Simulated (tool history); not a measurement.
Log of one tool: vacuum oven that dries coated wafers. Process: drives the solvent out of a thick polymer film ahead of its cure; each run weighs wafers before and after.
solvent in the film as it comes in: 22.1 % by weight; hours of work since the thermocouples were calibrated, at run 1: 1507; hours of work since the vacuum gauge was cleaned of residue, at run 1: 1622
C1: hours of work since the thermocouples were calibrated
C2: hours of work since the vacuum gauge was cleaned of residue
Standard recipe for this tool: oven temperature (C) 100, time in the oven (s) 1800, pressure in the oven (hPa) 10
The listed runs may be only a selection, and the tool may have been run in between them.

Run 1, hour 0: usual settings; C1 1507; C2 1622. Result: solvent left in the film (%) 2.19.
Run 2, hour 55.8: usual settings; C1 1532; C2 1647. Result: solvent left in the film (%) 2.07.
Run 3, hour 108.4: usual settings; C1 1556; C2 1670. Result: solvent left in the film (%) 2.23.
Run 4, hour 217.1: usual settings but pressure in the oven (hPa) 8.3; C1 1604; C2 1719. Result: solvent left in the film (%) 2.15.
Run 5, hour 324.8: usual settings but pressure in the oven (hPa) 8.7; C1 1652; C2 1767. Result: solvent left in the film (%) 2.13.
Run 6, hour 414.5: usual settings but pressure in the oven (hPa) 8.7; C1 1692; C2 1806. Result: solvent left in the film (%) 2.09.
At hour 452: oven's thermocouples calibrated.
Run 7, hour 466.5: usual settings but pressure in the oven (hPa) 8.7; C1 6; C2 1829. Result: solvent left in the film (%) 2.09.
Run 8, hour 564.2: usual settings; C1 50; C2 1872. Result: solvent left in the film (%) 2.14.
Run 9, hour 675.9: usual settings; C1 100; C2 1922. Result: solvent left in the film (%) 2.14.
Run 10, hour 766.2: usual settings; C1 140; C2 1962. Result: solvent left in the film (%) 2.16.
Run 11, hour 845.5: usual settings but pressure in the oven (hPa) 6.6; C1 175; C2 1997. Result: solvent left in the film (%) 2.1.
Run 12, hour 950.5: usual settings but pressure in the oven (hPa) 6.6; C1 222; C2 2044. Result: solvent left in the film (%) 2.17.
Run 13, hour 1044.9: usual settings but pressure in the oven (hPa) 6.6; C1 263; C2 2086. Result: solvent left in the film (%) 1.96.
Run 14, hour 1096.7: usual settings but pressure in the oven (hPa) 10.3; C1 287; C2 2109. Result: solvent left in the film (%) 2.18.
Run 15, hour 1192.2: usual settings but pressure in the oven (hPa) 10.3; C1 329; C2 2151. Result: solvent left in the film (%) 2.13.
Run 16, hour 1296.2: usual settings but pressure in the oven (hPa) 33.1; C1 375; C2 2197. Result: solvent left in the film (%) 2.78.
Run 17, hour 1405.1: usual settings but pressure in the oven (hPa) 33.1; C1 424; C2 2246. Result: solvent left in the film (%) 2.66.
Run 18, hour 1518.2: usual settings but time in the oven (s) 900; C1 474; C2 2296. Result: solvent left in the film (%) 5.95.
Run 19, hour 1585.7: usual settings but time in the oven (s) 900; C1 504; C2 2326. Result: solvent left in the film (%) 6.14.
Run 20, hour 1697.7: usual settings but time in the oven (s) 900; C1 554; C2 2376. Result: solvent left in the film (%) 5.86.
Run 21, hour 1816: usual settings but time in the oven (s) 900; C1 606; C2 2428. Result: solvent left in the film (%) 6.13.
Run 22, hour 1928.6: usual settings but time in the oven (s) 900; C1 656; C2 2478. Result: solvent left in the film (%) 5.87.
Run 23, hour 2026.5: usual settings but time in the oven (s) 900; C1 700; C2 2522. Result: solvent left in the film (%) 5.93.
Run 24, hour 2129.5: usual settings but time in the oven (s) 900; C1 746; C2 2568. Result: solvent left in the film (%) 5.96.
Run 25, hour 2212.1: usual settings but time in the oven (s) 900; C1 782; C2 2604. Result: solvent left in the film (%) 6.04.
Run 26, hour 2277.9: usual settings but time in the oven (s) 900; C1 811; C2 2634. Result: solvent left in the film (%) 5.94.
Run 27, hour 2346.6: usual settings but time in the oven (s) 900; C1 842; C2 2664. Result: solvent left in the film (%) 6.05.
Run 28, hour 2433.5: usual settings but pressure in the oven (hPa) 23.8; C1 881; C2 2703. Result: solvent left in the film (%) 2.47.
Run 29, hour 2544.8: usual settings but pressure in the oven (hPa) 23.8; C1 930; C2 2752. Result: solvent left in the film (%) 2.53.
Run 30, hour 2643.6: usual settings but oven temperature (C) 98, time in the oven (s) 1620, pressure in the oven (hPa) 8.3; C1 974; C2 2796. Result: solvent left in the film (%) 3.03.
Run 31, hour 2758.1: usual settings but oven temperature (C) 98, time in the oven (s) 1620, pressure in the oven (hPa) 8.3; C1 1025; C2 2847. Result: solvent left in the film (%) 3.2.
Run 32, hour 2843: usual settings but oven temperature (C) 108, time in the oven (s) 1080, pressure in the oven (hPa) 10.3; C1 1063; C2 2885. Result: solvent left in the film (%) 2.35.
Run 33, hour 2961.7: usual settings but oven temperature (C) 110, time in the oven (s) 3060; C1 1115; C2 2938. Result: solvent left in the film (%) 0.27.
Run 34, hour 3026.4: usual settings but oven temperature (C) 107, time in the oven (s) 1320; C1 1144; C2 2966. Result: solvent left in the film (%) 1.7.
Run 35, hour 3117.1: usual settings but oven temperature (C) 107, time in the oven (s) 1320, pressure in the oven (hPa) 5; C1 1184; C2 3007. Result: solvent left in the film (%) 1.62.
Run 36, hour 3203.6: usual settings but oven temperature (C) 109, time in the oven (s) 1260, pressure in the oven (hPa) 14.1; C1 1223; C2 3045. Result: solvent left in the film (%) 1.6.
Run 37, hour 3265.2: usual settings but oven temperature (C) 85, pressure in the oven (hPa) 10.2; C1 1250; C2 3072. Result: solvent left in the film (%) 7.41.
Run 38, hour 3376.6: usual settings but oven temperature (C) 97, time in the oven (s) 1440, pressure in the oven (hPa) 8; C1 1300; C2 3122. Result: solvent left in the film (%) 4.09.
Run 39, hour 3493.4: usual settings but oven temperature (C) 97, time in the oven (s) 1440, pressure in the oven (hPa) 8; C1 1352; C2 3174. Result: solvent left in the film (%) 3.94.

What will run 40 give?
Run 40, hour 3543.1: usual settings but oven temperature (C) 110, time in the oven (s) 1560, pressure in the oven (hPa) 7.7; C1 1374; C2 3196. Result: solvent left in the film (%) ?.

{"run 40": {"solvent left in the film (%)": 0.74}}
Had the tool carried no hidden state, the very same run would have given solvent left in the film (%) 0.75.
